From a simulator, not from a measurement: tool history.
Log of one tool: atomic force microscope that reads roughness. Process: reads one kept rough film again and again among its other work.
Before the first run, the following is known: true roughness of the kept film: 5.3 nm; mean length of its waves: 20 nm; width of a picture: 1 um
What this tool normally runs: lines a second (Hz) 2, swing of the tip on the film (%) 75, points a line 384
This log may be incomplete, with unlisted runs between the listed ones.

run   hour  lines a second (Hz)  swing of the tip on the film (%)  points a line  roughness of the kept film (nm (root mean square))
  1      0                    2                                75            384                                                3.49
  2   55.7                    2                                75            384                                               2.829
  3   95.5                    2                                75            384                                               2.503
  4  124.4                    2                                75            612                                                2.32
     163.2  -- new tip fitted
  5  168.5                    2                                78            384                                               3.392
  6  217.9                 2.55                                75            384                                               2.733
  7  248.1                 2.55                                75            384                                               2.491
  8  286.3                    2                                75            384                                               2.341
     328.9  -- new tip fitted
  9  335.3                    2                                75            384                                               3.395
 10    366                    2                                83            384                                               2.801
 11  415.4                    2                                83            384                                               2.385
 12  464.3                    2                                75            383                                               2.237
     491.6  -- new tip fitted
 13  501.7                    2                                75            383                                               3.326
     506.3  -- height scale calibrated on a step standard
 14  539.1                 0.57                                75            384                                               3.266
 15  564.6                 0.69                                60            624                                               3.115
 16  613.9                 0.69                                60            624                                               2.673
     655.9  -- new tip fitted
 17  655.9                 0.52                                82            433                                                 3.9
 18  702.1                    2                                71            384                                               3.034
 19  746.9                    2                                86            718                                               2.345
       772  -- height scale calibrated on a step standard, once more
 20  784.9                 1.66                                63            582                                               2.479
 21    811                 1.66                                63            582                                               2.296
     820.3  -- new tip fitted
 22  861.2                 1.66                                63            582                                               3.353
 23  889.7                 1.66                                63            420                                                3.01

Here are 5 independent what-if runs from the current tool condition. What would each one return?
  A  926.4                 0.53                                67            501                                                   ?
  B  926.4                  3.3                                64            276                                                   ?
  C  926.4                 1.14                                83            384                                                   ?
  D  926.4                 1.66                                63            296                                                   ?
  E  926.4                 1.66                                63            643                                                   ?

run  roughness of the kept film (nm (root mean square))
  A                                               2.836
  B                                               2.494
  C                                               2.529
  D                                               2.692
  E                                               2.741
Without the tool's hidden state the same runs would have given:
run  roughness of the kept film (nm (root mean square))
  A                                               4.034
  B                                               3.548
  C                                               3.599
  D                                               3.831
  E                                               3.899

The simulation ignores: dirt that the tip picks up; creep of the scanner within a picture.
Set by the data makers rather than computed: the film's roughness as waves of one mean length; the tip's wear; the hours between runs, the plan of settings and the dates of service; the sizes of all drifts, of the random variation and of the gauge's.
